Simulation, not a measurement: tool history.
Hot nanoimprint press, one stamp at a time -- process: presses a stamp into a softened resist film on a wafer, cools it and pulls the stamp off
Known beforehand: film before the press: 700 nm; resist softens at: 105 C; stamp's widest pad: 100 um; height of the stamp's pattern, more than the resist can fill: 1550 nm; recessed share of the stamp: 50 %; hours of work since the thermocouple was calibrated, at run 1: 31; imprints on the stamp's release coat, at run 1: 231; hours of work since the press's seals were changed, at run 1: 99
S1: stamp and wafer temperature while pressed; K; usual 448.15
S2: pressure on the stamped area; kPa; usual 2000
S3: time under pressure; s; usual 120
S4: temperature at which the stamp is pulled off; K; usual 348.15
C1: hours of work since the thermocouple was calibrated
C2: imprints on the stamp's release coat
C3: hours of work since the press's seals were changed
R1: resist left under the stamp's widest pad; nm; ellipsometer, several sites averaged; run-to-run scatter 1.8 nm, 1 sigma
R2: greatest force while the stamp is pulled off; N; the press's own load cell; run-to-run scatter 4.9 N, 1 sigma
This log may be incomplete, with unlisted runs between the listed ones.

Run 1, day 0: usual settings; C1 31; C2 231; C3 99. Result: R1 284.2 nm, R2 263 N.
Run 2, day 1.558: usual settings but S3 122 s; C1 60; C2 446; C3 128. Result: R1 283.9 nm, R2 295 N.
At day 3.454: stamp cleaned and given a new release coat.
Run 3, day 3.454: usual settings but S3 122 s; C1 90; C2 0; C3 158. Result: R1 285.5 nm, R2 249 N.
Run 4, day 5.183: usual settings but S3 122 s; C1 122; C2 240; C3 190. Result: R1 283.9 nm, R2 259 N.
Run 5, day 6.704: usual settings but S3 123 s; C1 150; C2 450; C3 218. Result: R1 289.6 nm, R2 286 N.
Run 6, day 7.692: usual settings but S3 123 s; C1 168; C2 587; C3 237. Result: R1 285.6 nm, R2 291 N.
At day 8.554: stamp cleaned and given a new release coat.
Run 7, day 9.446: usual settings; C1 196; C2 123; C3 264. Result: R1 291.5 nm, R2 253 N.
Run 8, day 10.225: usual settings; C1 210; C2 231; C3 279. Result: R1 291.7 nm, R2 268 N.
Run 9, day 11.292: usual settings; C1 230; C2 379; C3 298. Result: R1 290.3 nm, R2 282 N.
Run 10, day 12.046: usual settings; C1 244; C2 483; C3 312. Result: R1 295.2 nm, R2 294 N.
At day 13.638: stamp cleaned and given a new release coat.
Run 11, day 14.004: usual settings but S4 339.15 K; C1 275; C2 51; C3 344. Result: R1 297.4 nm, R2 304 N.
Run 12, day 15.758: usual settings but S4 339.15 K; C1 308; C2 294; C3 376. Result: R1 297.6 nm, R2 312 N.
Run 13, day 17.55: usual settings but S4 339.15 K; C1 341; C2 542; C3 409. Result: R1 296.5 nm, R2 353 N.
At day 18.667: stamp cleaned and given a new release coat.
Run 14, day 19.358: usual settings but S2 2210 kPa; C1 369; C2 95; C3 438. Result: R1 289 nm, R2 256 N.
Run 15, day 20.425: usual settings but S2 2210 kPa; C1 389; C2 243; C3 458. Result: R1 292.6 nm, R2 268 N.
At day 21.146: plate thermocouple calibrated.
Run 16, day 21.579: usual settings but S2 1340 kPa, S3 107 s, S4 345.15 K; C1 8; C2 386; C3 477. Result: R1 373.9 nm, R2 304 N.
Run 17, day 23.325: usual settings but S1 440.15 K, S3 86 s; C1 40; C2 628; C3 509. Result: R1 448.7 nm, R2 321 N.
At day 23.829: stamp cleaned and given a new release coat.
Run 18, day 24.404: usual settings but S1 440.15 K, S3 86 s; C1 56; C2 79; C3 524. Result: R1 448.2 nm, R2 259 N.
Run 19, day 25.346: usual settings but S1 440.15 K, S3 106 s; C1 73; C2 210; C3 542. Result: R1 422.8 nm, R2 271 N.
At day 25.754: plate thermocouple calibrated, once more.
Run 20, day 26.225: usual settings but S1 454.15 K, S2 2210 kPa; C1 9; C2 314; C3 556. Result: R1 225.2 nm, R2 280 N.
Run 21, day 27.833: usual settings but S1 454.15 K, S2 2210 kPa; C1 38; C2 537; C3 585. Result: R1 227.6 nm, R2 295 N.
At day 29.079: stamp cleaned and given a new release coat.
Run 22, day 29.212: usual settings but S1 454.15 K, S2 2210 kPa; C1 59; C2 18; C3 606. Result: R1 225.4 nm, R2 242 N.
Run 23, day 30.821: usual settings but S1 457.15 K, S2 1950 kPa, S3 69 s; C1 89; C2 241; C3 636. Result: R1 277.7 nm, R2 265 N.
Run 24, day 32.354: usual settings but S1 457.15 K, S2 2280 kPa, S3 69 s, S4 340.15 K; C1 117; C2 453; C3 664. Result: R1 263.6 nm, R2 337 N.
Run 25, day 33.733: usual settings but S1 457.15 K, S2 1460 kPa, S3 130 s, S4 337.15 K; C1 143; C2 645; C3 689. Result: R1 242 nm, R2 371 N.
At day 34.15: stamp cleaned and given a new release coat.
Run 26, day 35.754: usual settings but S1 458.15 K, S2 3030 kPa, S3 112 s, S4 352.15 K; C1 175; C2 223; C3 722. Result: R1 181.5 nm, R2 232 N.

Forecast run 27:
At day 37.554: press's hydraulic seals changed and the load cell set to zero.
Run 27, day 37.892: usual settings but S1 458.15 K, S2 3030 kPa, S3 100 s, S4 352.15 K; C1 209; C2 472; C3 6. Result: R1 ?, R2 ?.

R1: 190.1 nm
R2: 274 N
Had the tool carried no hidden state, the very same run would have given R1 183.7 nm, R2 225 N.

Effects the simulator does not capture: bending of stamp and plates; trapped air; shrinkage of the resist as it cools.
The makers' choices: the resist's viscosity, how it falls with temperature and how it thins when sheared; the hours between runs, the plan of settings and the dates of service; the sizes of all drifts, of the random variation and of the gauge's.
